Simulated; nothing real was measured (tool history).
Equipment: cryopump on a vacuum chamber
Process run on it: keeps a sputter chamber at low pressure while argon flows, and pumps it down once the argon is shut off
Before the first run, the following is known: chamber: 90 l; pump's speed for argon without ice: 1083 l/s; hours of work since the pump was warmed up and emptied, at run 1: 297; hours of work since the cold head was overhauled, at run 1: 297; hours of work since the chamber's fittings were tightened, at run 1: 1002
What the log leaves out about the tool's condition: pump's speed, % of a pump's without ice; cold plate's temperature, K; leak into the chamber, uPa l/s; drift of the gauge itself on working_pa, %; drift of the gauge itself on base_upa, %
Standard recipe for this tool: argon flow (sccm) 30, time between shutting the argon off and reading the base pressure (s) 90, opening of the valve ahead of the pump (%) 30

| run | day | argon flow (sccm) | time between shutting the argon off and reading the base pressure (s) | opening of the valve ahead of the pump (%) | hours of work since the pump was warmed up and emptied | hours of work since the cold head was overhauled | hours of work since the chamber's fittings were tightened | pressure while argon flows (Pa) | pressure after the wait (uPa) |
|---|---|---|---|---|---|---|---|---|---|
| 1 | 0.000 | 30 | 90 | 30 | 297 | 297 | 1002 | 0.1608 | 2.35 |
| 2 | 2.750 | 30 | 90 | 30 | 324 | 324 | 1030 | 0.1620 | 2.41 |
| 3 | 5.862 | 30 | 90 | 30 | 354 | 354 | 1060 | 0.1618 | 2.48 |
| 4 | 8.629 | 30 | 90 | 30 | 381 | 381 | 1087 | 0.1629 | 2.56 |
| 5 | 11.912 | 30 | 90 | 30 | 414 | 414 | 1120 | 0.1628 | 2.55 |
| 6 | 14.175 | 51 | 90 | 30 | 436 | 436 | 1142 | 0.2803 | 2.52 |
| 7 | 17.433 | 51 | 90 | 30 | 468 | 468 | 1174 | 0.2791 | 2.61 |
| 8 | 19.267 | 51 | 90 | 30 | 486 | 486 | 1192 | 0.2792 | 2.65 |
| 9 | 20.942 | 30 | 90 | 30 | 503 | 503 | 1208 | 0.1645 | 2.68 |
| 10 | 22.896 | 30 | 90 | 30 | 522 | 522 | 1228 | 0.1666 | 2.70 |
| 11 | 25.883 | 22 | 90 | 30 | 551 | 551 | 1257 | 0.1237 | 2.77 |
| 12 | 28.617 | 22 | 90 | 30 | 578 | 578 | 1284 | 0.1237 | 2.75 |
| 13 | 31.004 | 30 | 90 | 30 | 602 | 602 | 1307 | 0.1673 | 2.84 |
| 14 | 33.883 | 17 | 137 | 22 | 630 | 630 | 1336 | 0.1281 | 2.56 |
| 15 | 37.238 | 16 | 68 | 22 | 663 | 663 | 1369 | 0.1203 | 3.27 |
| 16 | 40.571 | 16 | 68 | 22 | 696 | 696 | 1402 | 0.1223 | 3.32 |
|  | 41.658 | pump warmed up, emptied and cooled again |
| 17 | 43.867 | 19 | 49 | 38 | 22 | 726 | 1432 | 0.0790 | 3.54 |
| 18 | 46.392 | 19 | 49 | 30 | 47 | 751 | 1457 | 0.1001 | 3.67 |
| 19 | 49.017 | 30 | 90 | 17 | 72 | 777 | 1483 | 0.2769 | 2.76 |
| 20 | 51.508 | 30 | 23 | 30 | 97 | 801 | 1507 | 0.1563 | 6.29 |
| 21 | 53.162 | 30 | 23 | 30 | 113 | 818 | 1523 | 0.1572 | 6.32 |
| 22 | 56.088 | 30 | 90 | 15 | 142 | 846 | 1552 | 0.3154 | 2.85 |
| 23 | 57.758 | 49 | 48 | 18 | 158 | 863 | 1569 | 0.4310 | 4.01 |
| 24 | 59.771 | 24 | 71 | 44 | 178 | 883 | 1588 | 0.0876 | 3.17 |
| 25 | 62.896 | 17 | 90 | 28 | 209 | 913 | 1619 | 0.0972 | 2.86 |

Take each entry between the runs: how does the hidden state at the last listed run before it differ from the hidden state at the first listed run after it?
From run 16 to run 17: pump warmed up, emptied and cooled again (day 41.658)
  pump's speed, % of a pump's without ice: 77.2 -> 99.1; cold plate's temperature, K: 12.3 -> 12.31; leak into the chamber, uPa l/s: 1536 -> 1564
  measured value less the no-hidden-state value, pressure while argon flows (Pa): +0.0076 -> +0.0004; pressure after the wait (uPa): +1.55 -> +1.17

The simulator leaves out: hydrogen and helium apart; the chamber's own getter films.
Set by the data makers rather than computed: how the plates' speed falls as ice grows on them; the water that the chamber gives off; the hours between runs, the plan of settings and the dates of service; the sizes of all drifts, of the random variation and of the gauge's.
